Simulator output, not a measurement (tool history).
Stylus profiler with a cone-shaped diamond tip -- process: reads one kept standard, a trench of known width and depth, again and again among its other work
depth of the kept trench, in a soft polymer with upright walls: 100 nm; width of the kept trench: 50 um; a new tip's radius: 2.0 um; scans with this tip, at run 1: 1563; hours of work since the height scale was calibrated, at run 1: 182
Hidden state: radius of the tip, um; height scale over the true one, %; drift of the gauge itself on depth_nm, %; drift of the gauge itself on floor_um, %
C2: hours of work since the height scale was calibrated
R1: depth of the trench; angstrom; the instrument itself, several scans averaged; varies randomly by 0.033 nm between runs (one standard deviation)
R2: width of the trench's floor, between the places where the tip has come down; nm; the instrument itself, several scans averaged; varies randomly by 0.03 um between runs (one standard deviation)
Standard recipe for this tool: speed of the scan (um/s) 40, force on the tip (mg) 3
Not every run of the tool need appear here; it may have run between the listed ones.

{"run": 1, "hour": 0.0, "speed of the scan (um/s)": 40, "force on the tip (mg)": 3, "scans with this tip": 1563, "C2": 182, "R1": 1007, "R2": 48510}
{"run": 2, "hour": 15.8, "speed of the scan (um/s)": 151, "force on the tip (mg)": 3, "scans with this tip": 1625, "C2": 189, "R1": 1007.2, "R2": 47910}
{"run": 3, "hour": 26.9, "speed of the scan (um/s)": 151, "force on the tip (mg)": 3, "scans with this tip": 1669, "C2": 194, "R1": 1006.9, "R2": 47880}
{"run": 4, "hour": 36.6, "speed of the scan (um/s)": 151, "force on the tip (mg)": 3, "scans with this tip": 1706, "C2": 199, "R1": 1007.5, "R2": 47890}
{"run": 5, "hour": 46.5, "speed of the scan (um/s)": 128, "force on the tip (mg)": 3, "scans with this tip": 1745, "C2": 203, "R1": 1007.1, "R2": 48020}
{"run": 6, "hour": 57.5, "speed of the scan (um/s)": 40, "force on the tip (mg)": 3, "scans with this tip": 1788, "C2": 208, "R1": 1006.8, "R2": 48530}
{"run": 7, "hour": 68.3, "speed of the scan (um/s)": 40, "force on the tip (mg)": 3, "scans with this tip": 1830, "C2": 213, "R1": 1007.1, "R2": 48520}
{"run": 8, "hour": 82.6, "speed of the scan (um/s)": 40, "force on the tip (mg)": 3, "scans with this tip": 1886, "C2": 220, "R1": 1006.8, "R2": 48530}
{"run": 9, "hour": 97.7, "speed of the scan (um/s)": 40, "force on the tip (mg)": 3, "scans with this tip": 1945, "C2": 226, "R1": 1006.9, "R2": 48460}
{"run": 10, "hour": 111.3, "speed of the scan (um/s)": 40, "force on the tip (mg)": 3, "scans with this tip": 1999, "C2": 233, "R1": 1006.6, "R2": 48540}
{"run": 11, "hour": 121.0, "speed of the scan (um/s)": 40, "force on the tip (mg)": 3, "scans with this tip": 2036, "C2": 237, "R1": 1007.3, "R2": 48520}
{"run": 12, "hour": 132.0, "speed of the scan (um/s)": 40, "force on the tip (mg)": 3, "scans with this tip": 2079, "C2": 242, "R1": 1007.4, "R2": 48490}
{"run": 13, "hour": 147.4, "speed of the scan (um/s)": 40, "force on the tip (mg)": 3, "scans with this tip": 2139, "C2": 249, "R1": 1006.8, "R2": 48450}
{"run": 14, "hour": 155.5, "speed of the scan (um/s)": 40, "force on the tip (mg)": 7.85, "scans with this tip": 2171, "C2": 253, "R1": 1012.8, "R2": 48600}
{"run": 15, "hour": 165.8, "speed of the scan (um/s)": 40, "force on the tip (mg)": 7.85, "scans with this tip": 2212, "C2": 257, "R1": 1013.2, "R2": 48620}
{"run": 16, "hour": 182.0, "speed of the scan (um/s)": 40, "force on the tip (mg)": 7.85, "scans with this tip": 2275, "C2": 265, "R1": 1012.8, "R2": 48600}
{"run": 17, "hour": 190.7, "speed of the scan (um/s)": 40, "force on the tip (mg)": 7.85, "scans with this tip": 2309, "C2": 269, "R1": 1012.8, "R2": 48620}
{"run": 18, "hour": 207.2, "speed of the scan (um/s)": 40, "force on the tip (mg)": 7.85, "scans with this tip": 2373, "C2": 276, "R1": 1013.2, "R2": 48610}
{"run": 19, "hour": 223.3, "speed of the scan (um/s)": 40, "force on the tip (mg)": 2.91, "scans with this tip": 2436, "C2": 284, "R1": 1006.8, "R2": 48510}
{"run": 20, "hour": 237.9, "speed of the scan (um/s)": 40, "force on the tip (mg)": 3, "scans with this tip": 2493, "C2": 290, "R1": 1006.6, "R2": 48490}
{"run": 21, "hour": 251.1, "speed of the scan (um/s)": 40, "force on the tip (mg)": 2.93, "scans with this tip": 2545, "C2": 296, "R1": 1006.6, "R2": 48530}
{"run": 22, "hour": 262.3, "speed of the scan (um/s)": 40, "force on the tip (mg)": 2.93, "scans with this tip": 2589, "C2": 301, "R1": 1007.1, "R2": 48520}
{"run": 23, "hour": 280.7, "speed of the scan (um/s)": 40, "force on the tip (mg)": 2.93, "scans with this tip": 2661, "C2": 310, "R1": 1007.1, "R2": 48510}
{"run": 24, "hour": 299.3, "speed of the scan (um/s)": 25, "force on the tip (mg)": 3, "scans with this tip": 2733, "C2": 318, "R1": 1007.6, "R2": 48580}
{"run": 25, "hour": 317.8, "speed of the scan (um/s)": 25, "force on the tip (mg)": 3, "scans with this tip": 2806, "C2": 327, "R1": 1007.2, "R2": 48580}
{"run": 26, "hour": 332.4, "speed of the scan (um/s)": 26, "force on the tip (mg)": 1.38, "scans with this tip": 2863, "C2": 333, "R1": 1003.9, "R2": 48550}
{"run": 27, "hour": 348.0, "speed of the scan (um/s)": 26, "force on the tip (mg)": 1.38, "scans with this tip": 2924, "C2": 340, "R1": 1003.8, "R2": 48510}
{"run": 28, "hour": 356.8, "speed of the scan (um/s)": 53, "force on the tip (mg)": 5.81, "scans with this tip": 2958, "C2": 344, "R1": 1010.5, "R2": 48550}
{"run": 29, "hour": 369.8, "speed of the scan (um/s)": 37, "force on the tip (mg)": 8.37, "scans with this tip": 3009, "C2": 350, "R1": 1013.3, "R2": 48650}
{"run": 30, "hour": 381.1, "speed of the scan (um/s)": 46, "force on the tip (mg)": 4.42, "scans with this tip": 3053, "C2": 355, "R1": 1008.8, "R2": 48490}
{"run": 31, "hour": 398.2, "speed of the scan (um/s)": 12, "force on the tip (mg)": 2.47, "scans with this tip": 3120, "C2": 363, "R1": 1006, "R2": 48700}
{"run": 32, "hour": 407.1, "speed of the scan (um/s)": 12, "force on the tip (mg)": 2.47, "scans with this tip": 3155, "C2": 367, "R1": 1005.8, "R2": 48630}
{"run": 33, "hour": 419.9, "speed of the scan (um/s)": 18, "force on the tip (mg)": 2.58, "scans with this tip": 3205, "C2": 373, "R1": 1006.3, "R2": 48670}
{"run": 34, "hour": 431.2, "speed of the scan (um/s)": 34, "force on the tip (mg)": 2.58, "scans with this tip": 3249, "C2": 378, "R1": 1006.6, "R2": 48540}
{"run": 35, "hour": 448.2, "speed of the scan (um/s)": 30, "force on the tip (mg)": 1.35, "scans with this tip": 3316, "C2": 386, "R1": 1003.8, "R2": 48540}
{"run": 36, "hour": 466.9, "speed of the scan (um/s)": 30, "force on the tip (mg)": 2.07, "scans with this tip": 3388, "C2": 394, "R1": 1006.3, "R2": 48510}
{"run": 37, "hour": 483.3, "speed of the scan (um/s)": 21, "force on the tip (mg)": 3.2, "scans with this tip": 3453, "C2": 402, "R1": 1007.3, "R2": 48560}
{"run": 38, "hour": 501.4, "speed of the scan (um/s)": 21, "force on the tip (mg)": 3.2, "scans with this tip": 3523, "C2": 410, "R1": 1007.6, "R2": 48600}
{"run": 39, "hour": 518.5, "speed of the scan (um/s)": 21, "force on the tip (mg)": 3.2, "scans with this tip": 3590, "C2": 418, "R1": 1007, "R2": 48610}
{"run": 40, "hour": 535.1, "speed of the scan (um/s)": 23, "force on the tip (mg)": 1.84, "scans with this tip": 3655, "C2": 425, "R1": 1005.1, "R2": 48560}
{"run": 41, "hour": 552.4, "speed of the scan (um/s)": 14, "force on the tip (mg)": 1.19, "scans with this tip": 3723, "C2": 433, "R1": 1003.8, "R2": 48600}
{"run": 42, "hour": 566.0, "speed of the scan (um/s)": 20, "force on the tip (mg)": 2.54, "scans with this tip": 3776, "C2": 440, "R1": 1006.4, "R2": 48650}
{"run": 43, "hour": 584.1, "speed of the scan (um/s)": 13, "force on the tip (mg)": 2.22, "scans with this tip": 3847, "C2": 448, "R1": 1005.2, "R2": 48640}
{"run": 44, "hour": 598.3, "speed of the scan (um/s)": 12, "force on the tip (mg)": 5.24, "scans with this tip": 3902, "C2": 454, "R1": 1010, "R2": 48730}
{"run": 45, "hour": 610.9, "speed of the scan (um/s)": 36, "force on the tip (mg)": 1.45, "scans with this tip": 3951, "C2": 460, "R1": 1004.2, "R2": 48420}
{"run": 46, "hour": 626.4, "speed of the scan (um/s)": 36, "force on the tip (mg)": 1.45, "scans with this tip": 4012, "C2": 467, "R1": 1004, "R2": 48440}
{"run": 47, "hour": 644.9, "speed of the scan (um/s)": 36, "force on the tip (mg)": 1.45, "scans with this tip": 4084, "C2": 475, "R1": 1004.9, "R2": 48440}
{"run": 48, "hour": 660.6, "speed of the scan (um/s)": 114, "force on the tip (mg)": 1.48, "scans with this tip": 4145, "C2": 483, "R1": 1004.6, "R2": 47800}

Forecast each of these 3 alternatives for the next run:
{"run": "A", "hour": 669.8, "speed of the scan (um/s)": 40, "force on the tip (mg)": 8.7, "scans with this tip": 4181, "C2": 487, "R1": "?", "R2": "?"}
{"run": "B", "hour": 669.8, "speed of the scan (um/s)": 40, "force on the tip (mg)": 3.47, "scans with this tip": 4181, "C2": 487, "R1": "?", "R2": "?"}
{"run": "C", "hour": 669.8, "speed of the scan (um/s)": 62, "force on the tip (mg)": 1.25, "scans with this tip": 4181, "C2": 487, "R1": "?", "R2": "?"}

run=A R1=1013.9 R2=48600
run=B R1=1007.9 R2=48500
run=C R1=1004.1 R2=48210
Without the tool's unlogged condition, the same runs would have read:
run=A R1=1013.9 R2=48610
run=B R1=1008 R2=48510
run=C R1=1004.1 R2=48220

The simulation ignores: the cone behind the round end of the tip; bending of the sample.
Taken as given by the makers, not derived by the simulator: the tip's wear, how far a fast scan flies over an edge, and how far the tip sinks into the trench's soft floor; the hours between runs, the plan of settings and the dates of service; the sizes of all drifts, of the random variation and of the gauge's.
